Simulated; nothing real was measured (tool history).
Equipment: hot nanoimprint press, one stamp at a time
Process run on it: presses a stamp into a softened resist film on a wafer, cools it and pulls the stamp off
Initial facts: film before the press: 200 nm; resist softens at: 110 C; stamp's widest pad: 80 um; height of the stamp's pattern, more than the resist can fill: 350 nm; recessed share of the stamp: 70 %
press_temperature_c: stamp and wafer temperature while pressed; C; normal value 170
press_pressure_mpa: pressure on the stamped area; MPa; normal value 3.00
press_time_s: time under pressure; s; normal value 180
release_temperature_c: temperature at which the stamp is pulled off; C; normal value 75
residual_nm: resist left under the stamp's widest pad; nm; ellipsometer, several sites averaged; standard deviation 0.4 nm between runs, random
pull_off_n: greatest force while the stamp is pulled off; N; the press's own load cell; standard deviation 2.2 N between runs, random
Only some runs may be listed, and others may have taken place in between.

run	hour	press_temperature_c	press_pressure_mpa	press_time_s	release_temperature_c	residual_nm	pull_off_n
1	0.0	170	3.00	180	75	114.2	103
2	68.0	170	3.00	180	75	114.0	107
3	153.8	170	3.00	180	75	113.1	106
4	240.4	170	3.00	180	75	113.0	104
5	299.4	170	3.00	180	75	113.7	102
6	357.8	170	3.00	180	67	114.0	118
7	430.2	159	3.00	180	75	156.2	101
8	487.9	159	3.00	180	75	156.5	105
9	537.5	159	3.00	180	75	155.8	103
10	589.7	170	3.00	180	75	113.8	106
11	632.1	170	3.00	180	75	112.7	106
12	712.5	170	3.00	180	75	112.1	102
13	779.2	170	3.00	180	75	113.6	105
14	860.6	170	3.00	180	75	112.8	102
15	913.8	170	1.82	180	75	133.5	108
16	981.4	170	1.82	180	75	133.7	102
17	1017.2	170	2.04	295	75	111.1	102
18	1054.0	167	2.10	180	75	138.6	104
19	1127.4	167	2.10	180	75	138.9	100
20	1194.4	167	2.10	180	75	138.2	102
21	1260.5	167	2.10	180	71	137.7	110
22	1309.7	167	2.10	180	71	138.6	109
23	1354.1	171	3.00	180	76	109.2	103
24	1391.0	175	3.35	91	69	114.7	112
25	1437.3	180	3.00	180	83	79.4	91
26	1511.9	180	3.00	180	83	78.6	90
27	1587.5	158	3.00	180	74	158.3	107
28	1648.4	178	2.67	184	75	88.7	102
29	1712.9	178	2.67	184	75	87.9	99

Missing from the log above: 12 entries noted between runs. For each, name the pair of listed runs it sits between and say how the tool's hidden condition differs from the listed run just before to the listed run just after:
Run 1 -> run 2: press's hydraulic seals changed and the load cell set to zero (hour 45.3)
  pressure that arrives at the usual setting, %: 99.6 -> 100.02; grip of the stamp's worn release coat, % over a new coat's: 0.8 -> 1.1; drift of the gauge itself on residual_nm, %: 0 -> -0.06
  measured minus no-state result, residual_nm: +0.3 -> -0.1 nm
Run 2 -> run 3: stamp cleaned and given a new release coat (hour 109.7)
  true temperature over the reading, C: -0.01 -> -0.02; pressure that arrives at the usual setting, %: 100.02 -> 100; grip of the stamp's worn release coat, % over a new coat's: 1.1 -> 0.2; drift of the gauge itself on residual_nm, %: -0.06 -> -0.14
  measured minus no-state result, residual_nm: -0.1 -> -0.1 nm
Run 3 -> run 4: plate thermocouple calibrated (hour 227.5)
  true temperature over the reading, C: -0.02 -> 0; pressure that arrives at the usual setting, %: 100 -> 99.97; grip of the stamp's worn release coat, % over a new coat's: 0.2 -> 0.6; drift of the gauge itself on residual_nm, %: -0.14 -> -0.23
  measured minus no-state result, residual_nm: -0.1 -> -0.2 nm
Run 6 -> run 7: stamp cleaned and given a new release coat (hour 385.6)
  pressure that arrives at the usual setting, %: 99.94 -> 99.92; grip of the stamp's worn release coat, % over a new coat's: 1.1 -> 0.2; drift of the gauge itself on residual_nm, %: -0.35 -> -0.41
  measured minus no-state result, residual_nm: -0.4 -> -0.6 nm
Run 11 -> run 12: stamp cleaned and given a new release coat (hour 655.7); plate thermocouple calibrated (hour 692.1)
  true temperature over the reading, C: -0.03 -> 0.01; pressure that arrives at the usual setting, %: 99.86 -> 99.84; grip of the stamp's worn release coat, % over a new coat's: 1.2 -> 0.3; drift of the gauge itself on residual_nm, %: -0.62 -> -0.69
  measured minus no-state result, residual_nm: -0.6 -> -0.7 nm
Run 15 -> run 16: stamp cleaned and given a new release coat (hour 932.4)
  pressure that arrives at the usual setting, %: 99.79 -> 99.77; grip of the stamp's worn release coat, % over a new coat's: 1.2 -> 0.2; drift of the gauge itself on residual_nm, %: -0.89 -> -0.96
  measured minus no-state result, residual_nm: -1.1 -> -1.2 nm
Run 19 -> run 20: plate thermocouple calibrated (hour 1152.1)
  true temperature over the reading, C: -0.02 -> 0; pressure that arrives at the usual setting, %: 99.73 -> 99.71; grip of the stamp's worn release coat, % over a new coat's: 0.9 -> 1.2; drift of the gauge itself on residual_nm, %: -1.1 -> -1.17
  measured minus no-state result, residual_nm: -1.4 -> -1.5 nm
Run 20 -> run 21: stamp cleaned and given a new release coat (hour 1206.7)
  pressure that arrives at the usual setting, %: 99.71 -> 99.7; grip of the stamp's worn release coat, % over a new coat's: 1.2 -> 0.3; drift of the gauge itself on residual_nm, %: -1.17 -> -1.23
  measured minus no-state result, residual_nm: -1.5 -> -1.7 nm
Run 25 -> run 26: stamp cleaned and given a new release coat (hour 1477.6)
  true temperature over the reading, C: -0.01 -> -0.02; pressure that arrives at the usual setting, %: 99.65 -> 99.63; grip of the stamp's worn release coat, % over a new coat's: 1.1 -> 0.2; drift of the gauge itself on residual_nm, %: -1.41 -> -1.48
  measured minus no-state result, residual_nm: -0.9 -> -1.0 nm
Run 26 -> run 27: press's hydraulic seals changed and the load cell set to zero (hour 1565.0)
  pressure that arrives at the usual setting, %: 99.63 -> 100; grip of the stamp's worn release coat, % over a new coat's: 0.2 -> 0.5; drift of the gauge itself on residual_nm, %: -1.48 -> -1.55
  measured minus no-state result, residual_nm: -1.0 -> -2.4 nm
Run 27 -> run 28: plate thermocouple calibrated (hour 1624.5)
  true temperature over the reading, C: -0.02 -> 0; pressure that arrives at the usual setting, %: 100 -> 99.98; grip of the stamp's worn release coat, % over a new coat's: 0.5 -> 0.7; drift of the gauge itself on residual_nm, %: -1.55 -> -1.61
  measured minus no-state result, residual_nm: -2.4 -> -1.4 nm
